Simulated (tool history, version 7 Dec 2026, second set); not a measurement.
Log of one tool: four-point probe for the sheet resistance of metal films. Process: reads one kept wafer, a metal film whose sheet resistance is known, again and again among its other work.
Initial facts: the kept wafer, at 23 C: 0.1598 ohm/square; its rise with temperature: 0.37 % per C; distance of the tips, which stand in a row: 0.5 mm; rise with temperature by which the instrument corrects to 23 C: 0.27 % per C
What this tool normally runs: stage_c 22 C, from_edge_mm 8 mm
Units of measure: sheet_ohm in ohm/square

Run 1, day 0.000: usual settings. Result: sheet_ohm 0.160254 ohm/square.
Run 2, day 1.333: usual settings. Result: sheet_ohm 0.160276 ohm/square.
Run 3, day 4.188: usual settings. Result: sheet_ohm 0.160321 ohm/square.
Run 4, day 5.850: usual settings but stage_c 26 C. Result: sheet_ohm 0.160891 ohm/square.
Run 5, day 7.208: usual settings but stage_c 26 C. Result: sheet_ohm 0.160905 ohm/square.
Run 6, day 9.875: usual settings but stage_c 26 C. Result: sheet_ohm 0.160793 ohm/square.
Run 7, day 12.192: usual settings but stage_c 26 C. Result: sheet_ohm 0.160801 ohm/square.
Run 8, day 14.196: usual settings but stage_c 26 C. Result: sheet_ohm 0.160781 ohm/square.
Run 9, day 15.921: usual settings but stage_c 26 C. Result: sheet_ohm 0.160772 ohm/square.
Run 10, day 18.362: usual settings but stage_c 26 C. Result: sheet_ohm 0.160685 ohm/square.
Run 11, day 20.579: usual settings but stage_c 26 C. Result: sheet_ohm 0.160772 ohm/square.
Run 12, day 23.158: usual settings but stage_c 26 C. Result: sheet_ohm 0.160637 ohm/square.
Run 13, day 26.004: usual settings but stage_c 26 C, from_edge_mm 6 mm. Result: sheet_ohm 0.160920 ohm/square.
Run 14, day 28.529: usual settings. Result: sheet_ohm 0.159945 ohm/square.
At day 29.121: stage's thermometer calibrated.
Run 15, day 30.962: usual settings but stage_c 28 C. Result: sheet_ohm 0.160252 ohm/square.
Run 16, day 33.800: usual settings but stage_c 28 C. Result: sheet_ohm 0.160248 ohm/square.
Run 17, day 35.658: usual settings but stage_c 28 C. Result: sheet_ohm 0.160212 ohm/square.
Run 18, day 38.083: usual settings but stage_c 28 C. Result: sheet_ohm 0.160297 ohm/square.
Run 19, day 40.154: usual settings but stage_c 28 C. Result: sheet_ohm 0.160211 ohm/square.
Run 20, day 41.404: usual settings. Result: sheet_ohm 0.159196 ohm/square.
Run 21, day 43.142: usual settings. Result: sheet_ohm 0.159200 ohm/square.
Run 22, day 45.858: usual settings. Result: sheet_ohm 0.159181 ohm/square.

Estimate the outcome of run 23 from the log above:
Run 23, day 47.383: usual settings but from_edge_mm 65 mm. Result: sheet_ohm ?.

Logged for run 23: sheet_ohm 0.158760 ohm/square.
The same run, on a tool lacking any hidden state, would have yielded sheet_ohm 0.159604 ohm/square.
